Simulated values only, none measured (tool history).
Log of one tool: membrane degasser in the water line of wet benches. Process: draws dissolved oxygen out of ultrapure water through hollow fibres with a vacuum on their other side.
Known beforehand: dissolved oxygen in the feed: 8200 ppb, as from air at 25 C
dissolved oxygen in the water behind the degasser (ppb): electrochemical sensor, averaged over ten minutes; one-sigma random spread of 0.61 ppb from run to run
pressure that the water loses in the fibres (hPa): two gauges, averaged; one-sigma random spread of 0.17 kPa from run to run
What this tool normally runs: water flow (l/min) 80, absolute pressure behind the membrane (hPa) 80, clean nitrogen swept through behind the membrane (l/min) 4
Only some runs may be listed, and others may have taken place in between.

run   hour  water flow (l/min)  absolute pressure behind the membrane (hPa)  clean nitrogen swept through behind the membrane (l/min)  dissolved oxygen in the water behind the degasser (ppb)  pressure that the water loses in the fibres (hPa)
  1      0                  80                                           80                                                         4                                                      214                                              269.8
  2  150.3                  80                                           80                                                         4                                                    214.4                                              270.5
  3  324.1                  80                                           80                                                      7.89                                                    118.1                                              270.5
  4  506.6                  80                                           80                                                      7.89                                                    118.6                                              271.8
  5    638                  88                                           80                                                         4                                                    233.5                                              300.8
  6  799.6                  80                                           80                                                         4                                                    212.7                                              270.5

Run 7, settings as shown, results not yet in. Your forecast:
  7  925.2                  51                                           80                                                      3.56                                                        ?                                                  ?

dissolved oxygen in the water behind the degasser (ppb): 155.5
pressure that the water loses in the fibres (hPa): 173.7
Minus the tool's unlogged condition, the same run would have read dissolved oxygen in the water behind the degasser (ppb) 155.5, pressure that the water loses in the fibres (hPa) 173.6.
